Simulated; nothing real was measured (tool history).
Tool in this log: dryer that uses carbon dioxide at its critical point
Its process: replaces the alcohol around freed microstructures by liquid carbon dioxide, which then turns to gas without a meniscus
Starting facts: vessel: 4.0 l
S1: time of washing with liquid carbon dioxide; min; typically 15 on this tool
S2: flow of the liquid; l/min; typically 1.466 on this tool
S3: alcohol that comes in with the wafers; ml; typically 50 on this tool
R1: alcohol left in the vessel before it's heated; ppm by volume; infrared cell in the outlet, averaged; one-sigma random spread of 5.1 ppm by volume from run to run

{"run": 1, "hour": 0.0, "S1": 15, "S2": 1.466, "S3": 50, "R1": 100}
{"run": 2, "hour": 7.2, "S1": 15, "S2": 1.466, "S3": 50, "R1": 95}
{"run": 3, "hour": 15.7, "S1": 15, "S2": 2.35, "S3": 50, "R1": 6}
{"run": 4, "hour": 20.4, "S1": 15, "S2": 2.35, "S3": 50, "R1": 15}
{"run": 5, "hour": 28.6, "S1": 15, "S2": 1.466, "S3": 50, "R1": 103}
{"run": 6, "hour": 32.5, "S1": 15, "S2": 1.466, "S3": 50, "R1": 105}
{"run": 7, "hour": 40.6, "S1": 15, "S2": 1.17, "S3": 50, "R1": 238}
{"run": 8, "hour": 48.2, "S1": 15, "S2": 1.17, "S3": 50, "R1": 253}
{"run": 9, "hour": 55.6, "S1": 15, "S2": 1.17, "S3": 50, "R1": 255}
{"run": 10, "hour": 61.5, "S1": 15, "S2": 1.466, "S3": 50, "R1": 104}
{"run": 11, "hour": 65.8, "S1": 15, "S2": 1.466, "S3": 42, "R1": 85}
{"run": 12, "hour": 71.7, "S1": 15, "S2": 1.466, "S3": 42, "R1": 106}
{"run": 13, "hour": 78.7, "S1": 15, "S2": 1.466, "S3": 42, "R1": 102}
{"run": 14, "hour": 83.4, "S1": 22, "S2": 1.466, "S3": 50, "R1": 15}
{"run": 15, "hour": 88.9, "S1": 22, "S2": 1.466, "S3": 50, "R1": 23}
{"run": 16, "hour": 95.7, "S1": 22, "S2": 1.466, "S3": 50, "R1": 17}
{"run": 17, "hour": 99.5, "S1": 22, "S2": 1.466, "S3": 50, "R1": 19}
{"run": 18, "hour": 106.9, "S1": 15, "S2": 1.466, "S3": 34, "R1": 85}
{"run": 19, "hour": 116.0, "S1": 15, "S2": 1.466, "S3": 34, "R1": 90}
{"run": 20, "hour": 124.9, "S1": 15, "S2": 1.466, "S3": 50, "R1": 119}
{"run": 21, "hour": 133.5, "S1": 15, "S2": 1.466, "S3": 50, "R1": 119}
{"run": 22, "hour": 137.9, "S1": 15, "S2": 1.466, "S3": 50, "R1": 123}
{"run": 23, "hour": 147.0, "S1": 15, "S2": 2.34, "S3": 50, "R1": 21}
{"run": 24, "hour": 154.1, "S1": 15, "S2": 2.34, "S3": 50, "R1": 21}
{"run": 25, "hour": 162.4, "S1": 18, "S2": 1.466, "S3": 31, "R1": 36}
{"run": 26, "hour": 167.6, "S1": 17, "S2": 1.04, "S3": 32, "R1": 189}
{"run": 27, "hour": 171.4, "S1": 17, "S2": 1.04, "S3": 32, "R1": 182}
{"run": 28, "hour": 179.5, "S1": 12, "S2": 1.59, "S3": 26, "R1": 121}
{"run": 29, "hour": 184.0, "S1": 15, "S2": 1.466, "S3": 27, "R1": 78}
{"run": 30, "hour": 190.4, "S1": 15, "S2": 1.466, "S3": 27, "R1": 84}
{"run": 31, "hour": 199.0, "S1": 10, "S2": 1.67, "S3": 37, "R1": 282}
{"run": 32, "hour": 203.5, "S1": 10, "S2": 1.67, "S3": 37, "R1": 281}
{"run": 33, "hour": 207.2, "S1": 10, "S2": 2.3, "S3": 40, "R1": 101}
{"run": 34, "hour": 212.7, "S1": 10, "S2": 2.3, "S3": 40, "R1": 111}
{"run": 35, "hour": 220.7, "S1": 13, "S2": 1.466, "S3": 75, "R1": 349}
{"run": 36, "hour": 225.2, "S1": 15, "S2": 1.1, "S3": 62, "R1": 469}
{"run": 37, "hour": 230.0, "S1": 15, "S2": 1.1, "S3": 62, "R1": 471}
{"run": 38, "hour": 235.5, "S1": 15, "S2": 1.1, "S3": 62, "R1": 469}
{"run": 39, "hour": 242.5, "S1": 10, "S2": 2.26, "S3": 59, "R1": 156}
{"run": 40, "hour": 247.8, "S1": 24, "S2": 1.466, "S3": 50, "R1": 37}
{"run": 41, "hour": 255.7, "S1": 24, "S2": 1.466, "S3": 50, "R1": 34}
{"run": 42, "hour": 263.1, "S1": 13, "S2": 1.17, "S3": 103, "R1": 1044}
{"run": 43, "hour": 272.1, "S1": 13, "S2": 1.17, "S3": 103, "R1": 1049}
{"run": 44, "hour": 277.8, "S1": 13, "S2": 1.17, "S3": 103, "R1": 1075}
{"run": 45, "hour": 284.6, "S1": 10, "S2": 1.65, "S3": 26, "R1": 233}
{"run": 46, "hour": 289.4, "S1": 10, "S2": 1.65, "S3": 26, "R1": 241}
{"run": 47, "hour": 295.1, "S1": 10, "S2": 1.65, "S3": 84, "R1": 696}

Consider 3 possible next runs. They are alternatives, not a sequence: every one starts from the tool as it was left by run 47. What does each give?
{"run": "A", "hour": 302.0, "S1": 15, "S2": 0.94, "S3": 50, "R1": "?"}
{"run": "B", "hour": 302.0, "S1": 12, "S2": 1.466, "S3": 50, "R1": "?"}
{"run": "C", "hour": 302.0, "S1": 10, "S2": 1.45, "S3": 48, "R1": "?"}

run=A R1=645
run=B R1=340
run=C R1=621
What these runs would have given with no unlogged condition in the tool:
run=A R1=446
run=B R1=211
run=C R1=429

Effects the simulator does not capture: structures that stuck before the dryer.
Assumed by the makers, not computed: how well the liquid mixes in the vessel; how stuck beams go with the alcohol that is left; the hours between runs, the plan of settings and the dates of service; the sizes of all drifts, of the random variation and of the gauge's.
